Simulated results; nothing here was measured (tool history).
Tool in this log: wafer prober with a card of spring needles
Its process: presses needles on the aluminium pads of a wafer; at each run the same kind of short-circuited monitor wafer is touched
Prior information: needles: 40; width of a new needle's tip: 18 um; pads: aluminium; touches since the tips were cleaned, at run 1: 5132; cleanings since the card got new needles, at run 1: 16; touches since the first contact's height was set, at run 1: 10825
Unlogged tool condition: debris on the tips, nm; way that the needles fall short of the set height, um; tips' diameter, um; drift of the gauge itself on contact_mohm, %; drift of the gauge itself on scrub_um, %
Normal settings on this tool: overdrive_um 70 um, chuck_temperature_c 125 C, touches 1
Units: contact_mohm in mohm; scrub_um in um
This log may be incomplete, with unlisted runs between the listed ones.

run	day	overdrive_um	chuck_temperature_c	touches	touches since the tips were cleaned	cleanings since the card got new needles	touches since the first contact's height was set	contact_mohm	scrub_um
1	0.000	70	125	1	5132	16	10825	232	14.23
# day 0.467: tips cleaned on abrasive film
2	1.471	70	125	1	5775	17	19260	233	14.23
# day 1.962: tips cleaned on abrasive film
# day 3.350: tips cleaned on abrasive film
3	3.350	70	125	1	0	19	30009	210	14.18
# day 4.783: tips cleaned on abrasive film
4	4.792	70	125	1	49	20	38265	207	14.16
# day 6.321: tips cleaned on abrasive film
# day 7.683: tips cleaned on abrasive film
5	7.683	70	125	1	0	22	54838	209	14.08
# day 9.021: tips cleaned on abrasive film
6	9.850	70	125	1	4774	23	67253	226	14.09
# day 10.396: tips cleaned on abrasive film
# day 11.842: tips cleaned on abrasive film
7	11.933	70	68	1	525	25	79180	200	14.05
# day 13.325: tips cleaned on abrasive film
# day 14.817: tips cleaned on abrasive film
8	15.271	70	125	1	2603	27	98297	229	14.00
# day 16.329: tips cleaned on abrasive film
# day 17.812: tips cleaned on abrasive film
9	18.400	83	125	1	3387	29	116237	220	16.62
# day 19.300: tips cleaned on abrasive film
# day 20.700: tips cleaned on abrasive film
10	20.758	83	125	1	326	31	129735	207	16.59
# day 22.212: tips cleaned on abrasive film
11	22.450	70	125	1	1355	32	139423	216	13.94
# day 22.646: height of the first contact set anew
# day 23.704: tips cleaned on abrasive film
12	24.388	70	125	1	3929	33	9995	229	14.22
# day 25.279: tips cleaned on abrasive film
# day 26.771: tips cleaned on abrasive film
13	27.129	79	125	1	2055	35	25699	219	16.03
# day 28.158: tips cleaned on abrasive film
14	28.817	79	125	1	3800	36	35374	226	16.00
# day 29.642: tips cleaned on abrasive film
15	30.283	69	32	3	3682	37	43760	199	13.91
# day 31.029: tips cleaned on abrasive film
# day 32.400: tips cleaned on abrasive film
16	33.100	69	32	3	4001	39	59889	197	13.89
# day 33.942: tips cleaned on abrasive film
# day 35.279: tips cleaned on abrasive film
17	36.554	80	105	2	7323	41	79703	214	16.14
# day 36.888: tips cleaned on abrasive film
# day 38.221: tips cleaned on abrasive film
18	38.892	56	125	1	3847	43	93070	250	11.20
# day 39.771: tips cleaned on abrasive film
# day 41.246: tips cleaned on abrasive film
19	41.771	54	125	1	3027	45	109577	248	10.72
# day 42.800: tips cleaned on abrasive film
# day 44.179: tips cleaned on abrasive film
20	45.038	54	125	1	4943	47	128298	255	10.69
# day 45.575: tips cleaned on abrasive film
# day 46.921: tips cleaned on abrasive film
# day 47.225: height of the first contact set anew
21	47.588	54	53	1	3777	49	2093	244	11.00
# day 48.279: tips cleaned on abrasive film
22	49.092	54	53	1	4671	50	10714	243	10.94
# day 49.850: tips cleaned on abrasive film
# day 51.258: tips cleaned on abrasive film
23	51.842	54	53	1	3364	52	26461	239	10.89
# day 52.604: tips cleaned on abrasive film
# day 54.192: tips cleaned on abrasive film
24	54.233	70	44	1	237	54	40150	192	14.13
# day 55.742: tips cleaned on abrasive film
25	56.779	61	91	1	5969	55	54760	242	12.29
# day 57.325: tips cleaned on abrasive film
# day 58.762: tips cleaned on abrasive film
26	58.954	61	91	1	1107	57	67199	223	12.23
# day 60.296: tips cleaned on abrasive film
27	60.800	72	125	3	2900	58	77781	211	14.45
# day 61.671: tips cleaned on abrasive film
# day 63.262: tips cleaned on abrasive film
28	64.071	72	125	3	4640	60	96527	212	14.42

Forecast each of these 3 alternatives for the next run:
# day 64.725: tips cleaned on abrasive film
# day 66.108: tips cleaned on abrasive film
A	66.471	73	125	2	2083	62	110264	?	?
# day 64.725: tips cleaned on abrasive film
# day 66.108: tips cleaned on abrasive film
B	66.471	87	125	1	2083	62	110264	?	?
# day 64.725: tips cleaned on abrasive film
# day 66.108: tips cleaned on abrasive film
C	66.471	72	125	1	2083	62	110264	?	?

run	contact_mohm	scrub_um
A	217	14.59
B	219	17.42
C	227	14.39
Had the tool no hidden state, the same runs would have come out as:
run	contact_mohm	scrub_um
A	204	14.87
B	202	17.71
C	204	14.68

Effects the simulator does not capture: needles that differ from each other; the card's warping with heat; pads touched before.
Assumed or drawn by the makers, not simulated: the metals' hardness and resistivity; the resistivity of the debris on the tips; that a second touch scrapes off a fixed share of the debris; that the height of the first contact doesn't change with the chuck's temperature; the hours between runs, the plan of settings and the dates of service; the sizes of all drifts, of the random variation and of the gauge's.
